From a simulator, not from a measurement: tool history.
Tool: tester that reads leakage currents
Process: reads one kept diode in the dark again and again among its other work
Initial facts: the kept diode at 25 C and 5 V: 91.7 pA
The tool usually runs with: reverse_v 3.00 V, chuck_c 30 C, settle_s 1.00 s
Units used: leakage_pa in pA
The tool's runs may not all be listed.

Run 1, hour 0.0: usual settings. Result: leakage_pa 133.62 pA.
Run 2, hour 69.5: usual settings. Result: leakage_pa 135.29 pA.
Run 3, hour 135.7: usual settings but chuck_c 29 C. Result: leakage_pa 126.22 pA.
Run 4, hour 202.4: usual settings. Result: leakage_pa 137.00 pA.
Run 5, hour 240.1: usual settings but reverse_v 1.16 V. Result: leakage_pa 99.61 pA.
Run 6, hour 310.9: usual settings but reverse_v 1.16 V. Result: leakage_pa 100.32 pA.
Run 7, hour 380.6: usual settings but reverse_v 1.16 V. Result: leakage_pa 101.05 pA.
Run 8, hour 452.8: usual settings but reverse_v 1.44 V. Result: leakage_pa 109.32 pA.
Run 9, hour 516.0: usual settings but reverse_v 11.30 V. Result: leakage_pa 230.48 pA.
Run 10, hour 553.4: usual settings. Result: leakage_pa 142.17 pA.
Run 11, hour 608.5: usual settings. Result: leakage_pa 143.54 pA.
Run 12, hour 656.6: usual settings but reverse_v 1.08 V. Result: leakage_pa 101.34 pA.
Run 13, hour 704.7: usual settings but reverse_v 1.08 V. Result: leakage_pa 102.51 pA.
Run 14, hour 743.1: usual settings but reverse_v 1.08 V. Result: leakage_pa 102.77 pA.
Run 15, hour 795.8: usual settings. Result: leakage_pa 147.36 pA.
At hour 805.1: chuck's temperature calibrated.
Run 16, hour 845.1: usual settings. Result: leakage_pa 122.22 pA.
Run 17, hour 897.2: usual settings. Result: leakage_pa 122.44 pA.
Run 18, hour 981.3: usual settings but reverse_v 2.39 V. Result: leakage_pa 113.88 pA.
Run 19, hour 1024.3: usual settings but settle_s 1.21 s. Result: leakage_pa 124.60 pA.
Run 20, hour 1063.2: usual settings but settle_s 1.21 s. Result: leakage_pa 125.08 pA.
Run 21, hour 1144.8: usual settings but chuck_c 59 C, settle_s 0.72 s. Result: leakage_pa 1082.12 pA.
Run 22, hour 1185.2: usual settings but chuck_c 59 C, settle_s 0.72 s. Result: leakage_pa 1086.15 pA.
Run 23, hour 1223.2: usual settings but reverse_v 18.35 V, chuck_c 53 C, settle_s 0.84 s. Result: leakage_pa 1319.45 pA.
Run 24, hour 1280.1: usual settings but reverse_v 18.35 V, chuck_c 53 C, settle_s 3.10 s. Result: leakage_pa 1326.88 pA.
Run 25, hour 1347.0: usual settings but reverse_v 18.35 V, chuck_c 53 C, settle_s 3.10 s. Result: leakage_pa 1336.04 pA.
Run 26, hour 1429.9: usual settings but reverse_v 18.35 V, chuck_c 53 C, settle_s 3.10 s. Result: leakage_pa 1348.25 pA.
Run 27, hour 1511.7: usual settings but reverse_v 18.35 V, chuck_c 53 C, settle_s 3.10 s. Result: leakage_pa 1355.93 pA.
Run 28, hour 1591.3: usual settings but reverse_v 18.35 V, chuck_c 53 C, settle_s 3.10 s. Result: leakage_pa 1366.14 pA.
Run 29, hour 1632.2: usual settings but reverse_v 19.39 V, chuck_c 26 C, settle_s 1.21 s. Result: leakage_pa 203.44 pA.
Run 30, hour 1689.1: usual settings but reverse_v 6.29 V, chuck_c 26 C, settle_s 5.55 s. Result: leakage_pa 127.10 pA.
Run 31, hour 1759.2: usual settings but reverse_v 6.29 V, chuck_c 26 C, settle_s 5.55 s. Result: leakage_pa 128.61 pA.
Run 32, hour 1808.8: usual settings but reverse_v 2.07 V, chuck_c 40 C, settle_s 0.41 s. Result: leakage_pa 259.50 pA.
Run 33, hour 1887.4: usual settings but reverse_v 2.07 V, chuck_c 40 C, settle_s 0.41 s. Result: leakage_pa 264.28 pA.
Run 34, hour 1973.4: usual settings but reverse_v 2.07 V, chuck_c 40 C, settle_s 0.41 s. Result: leakage_pa 264.10 pA.
Run 35, hour 2027.5: usual settings but reverse_v 2.07 V, chuck_c 40 C, settle_s 0.41 s. Result: leakage_pa 265.82 pA.
Run 36, hour 2104.5: usual settings but reverse_v 2.07 V, chuck_c 40 C, settle_s 0.41 s. Result: leakage_pa 268.38 pA.
Run 37, hour 2142.2: usual settings but reverse_v 2.07 V, chuck_c 26 C, settle_s 1.66 s. Result: leakage_pa 90.16 pA.
Run 38, hour 2207.0: usual settings but reverse_v 2.07 V, chuck_c 26 C, settle_s 1.66 s. Result: leakage_pa 90.66 pA.
Run 39, hour 2269.3: usual settings but reverse_v 2.27 V, settle_s 1.09 s. Result: leakage_pa 129.84 pA.
Run 40, hour 2306.6: usual settings but reverse_v 2.27 V, settle_s 1.09 s. Result: leakage_pa 130.60 pA.

Branching from run 40: 3 alternative next runs. What would each branch give?
Run A, hour 2362.2: usual settings but reverse_v 3.15 V, chuck_c 23 C. Result: leakage_pa ?.
Run B, hour 2362.2: usual settings but settle_s 3.83 s. Result: leakage_pa ?.
Run C, hour 2362.2: usual settings but reverse_v 1.01 V, chuck_c 21 C, settle_s 1.09 s. Result: leakage_pa ?.

run  leakage_pa
  A       85.48
  B      144.62
  C       47.72
Take away the tool's hidden state, keep each run's random variation, and the runs would have read:
run  leakage_pa
  A       67.76
  B      118.68
  C       38.75

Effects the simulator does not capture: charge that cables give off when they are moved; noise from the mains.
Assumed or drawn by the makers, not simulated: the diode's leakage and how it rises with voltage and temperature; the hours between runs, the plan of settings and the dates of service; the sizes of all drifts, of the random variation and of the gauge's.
